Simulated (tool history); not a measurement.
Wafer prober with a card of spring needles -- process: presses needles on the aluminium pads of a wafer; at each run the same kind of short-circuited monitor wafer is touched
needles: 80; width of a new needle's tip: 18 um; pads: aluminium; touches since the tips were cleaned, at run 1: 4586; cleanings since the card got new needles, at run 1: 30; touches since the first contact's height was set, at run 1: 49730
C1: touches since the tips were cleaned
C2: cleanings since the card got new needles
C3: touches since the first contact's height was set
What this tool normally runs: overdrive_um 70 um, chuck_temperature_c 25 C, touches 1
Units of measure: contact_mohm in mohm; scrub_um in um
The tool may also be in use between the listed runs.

run 1 day=0.000 | overdrive_um=70 chuck_temperature_c=25 touches=1 | C1=4586 C2=30 C3=49730 | contact_mohm=245 scrub_um=13.500
-- day=0.242 tips cleaned on abrasive film
-- day=0.779 tips cleaned on abrasive film
-- day=1.292 height of the first contact set anew
run 2 day=1.296 | overdrive_um=70 chuck_temperature_c=30 touches=1 | C1=6818 C2=32 C3=39 | contact_mohm=261 scrub_um=13.630
-- day=1.371 tips cleaned on abrasive film
-- day=1.912 tips cleaned on abrasive film
run 3 day=2.158 | overdrive_um=70 chuck_temperature_c=30 touches=1 | C1=3354 C2=34 C3=11617 | contact_mohm=240 scrub_um=13.601
-- day=2.467 tips cleaned on abrasive film
-- day=3.017 tips cleaned on abrasive film
run 4 day=3.179 | overdrive_um=70 chuck_temperature_c=30 touches=1 | C1=2184 C2=36 C3=25313 | contact_mohm=235 scrub_um=13.549
-- day=3.646 tips cleaned on abrasive film
-- day=4.267 tips cleaned on abrasive film
run 5 day=4.346 | overdrive_um=73 chuck_temperature_c=25 touches=1 | C1=1094 C2=38 C3=40982 | contact_mohm=216 scrub_um=14.110
-- day=4.804 tips cleaned on abrasive film
-- day=5.408 tips cleaned on abrasive film
run 6 day=5.408 | overdrive_um=73 chuck_temperature_c=25 touches=1 | C1=0 C2=40 C3=55234 | contact_mohm=204 scrub_um=14.067
-- day=5.929 tips cleaned on abrasive film
-- day=6.304 height of the first contact set anew
-- day=6.475 tips cleaned on abrasive film
run 7 day=6.846 | overdrive_um=73 chuck_temperature_c=25 touches=1 | C1=5038 C2=42 C3=7279 | contact_mohm=250 scrub_um=14.179
-- day=7.092 tips cleaned on abrasive film
-- day=7.662 tips cleaned on abrasive film
run 8 day=7.771 | overdrive_um=73 chuck_temperature_c=25 touches=1 | C1=1480 C2=44 C3=19676 | contact_mohm=222 scrub_um=14.143
-- day=8.238 tips cleaned on abrasive film
-- day=8.783 tips cleaned on abrasive film
run 9 day=8.783 | overdrive_um=73 chuck_temperature_c=25 touches=1 | C1=0 C2=46 C3=33270 | contact_mohm=206 scrub_um=14.117
-- day=9.392 tips cleaned on abrasive film
run 10 day=9.417 | overdrive_um=73 chuck_temperature_c=25 touches=2 | C1=335 C2=47 C3=41788 | contact_mohm=206 scrub_um=14.086
-- day=9.958 tips cleaned on abrasive film
run 11 day=10.138 | overdrive_um=73 chuck_temperature_c=25 touches=2 | C1=2413 C2=48 C3=51478 | contact_mohm=224 scrub_um=14.079
-- day=10.517 tips cleaned on abrasive film
-- day=11.046 tips cleaned on abrasive film
-- day=11.283 height of the first contact set anew
run 12 day=11.354 | overdrive_um=73 chuck_temperature_c=25 touches=2 | C1=4002 C2=50 C3=972 | contact_mohm=223 scrub_um=14.192
-- day=11.604 tips cleaned on abrasive film
-- day=12.175 tips cleaned on abrasive film
-- day=12.783 tips cleaned on abrasive film
run 13 day=12.817 | overdrive_um=72 chuck_temperature_c=25 touches=1 | C1=423 C2=53 C3=20568 | contact_mohm=211 scrub_um=13.947
-- day=13.396 tips cleaned on abrasive film
-- day=14.025 tips cleaned on abrasive film
run 14 day=14.117 | overdrive_um=72 chuck_temperature_c=25 touches=1 | C1=1215 C2=55 C3=38025 | contact_mohm=222 scrub_um=13.920
-- day=14.667 tips cleaned on abrasive film
-- day=15.242 tips cleaned on abrasive film
run 15 day=15.446 | overdrive_um=70 chuck_temperature_c=25 touches=1 | C1=2731 C2=57 C3=55903 | contact_mohm=234 scrub_um=13.495
-- day=15.829 tips cleaned on abrasive film
-- day=16.258 height of the first contact set anew
run 16 day=16.304 | overdrive_um=70 chuck_temperature_c=25 touches=1 | C1=6209 C2=58 C3=577 | contact_mohm=264 scrub_um=13.616
-- day=16.379 tips cleaned on abrasive film
-- day=16.988 tips cleaned on abrasive film
run 17 day=17.071 | overdrive_um=75 chuck_temperature_c=109 touches=1 | C1=1130 C2=60 C3=10880 | contact_mohm=231 scrub_um=14.547
-- day=17.600 tips cleaned on abrasive film
run 18 day=17.812 | overdrive_um=75 chuck_temperature_c=109 touches=1 | C1=2879 C2=61 C3=20812 | contact_mohm=254 scrub_um=14.537
-- day=18.233 tips cleaned on abrasive film
run 19 day=18.658 | overdrive_um=75 chuck_temperature_c=109 touches=1 | C1=5772 C2=62 C3=32240 | contact_mohm=263 scrub_um=14.512
-- day=18.762 tips cleaned on abrasive film
-- day=19.321 tips cleaned on abrasive film
run 20 day=19.708 | overdrive_um=63 chuck_temperature_c=52 touches=1 | C1=5264 C2=64 C3=46332 | contact_mohm=280 scrub_um=12.148
-- day=19.950 tips cleaned on abrasive film
run 21 day=20.417 | overdrive_um=89 chuck_temperature_c=124 touches=1 | C1=6358 C2=65 C3=55856 | contact_mohm=255 scrub_um=17.199

Predict the results of run 22:
-- day=20.550 tips cleaned on abrasive film
-- day=21.100 tips cleaned on abrasive film
-- day=21.242 height of the first contact set anew
run 22 day=21.329 | overdrive_um=53 chuck_temperature_c=29 touches=1 | C1=2925 C2=67 C3=1199 | contact_mohm=? scrub_um=?

contact_mohm: 276 mohm
scrub_um: 10.308 um
Minus the tool's unlogged condition, the same run would have read contact_mohm 207 mohm, scrub_um 10.308 um.

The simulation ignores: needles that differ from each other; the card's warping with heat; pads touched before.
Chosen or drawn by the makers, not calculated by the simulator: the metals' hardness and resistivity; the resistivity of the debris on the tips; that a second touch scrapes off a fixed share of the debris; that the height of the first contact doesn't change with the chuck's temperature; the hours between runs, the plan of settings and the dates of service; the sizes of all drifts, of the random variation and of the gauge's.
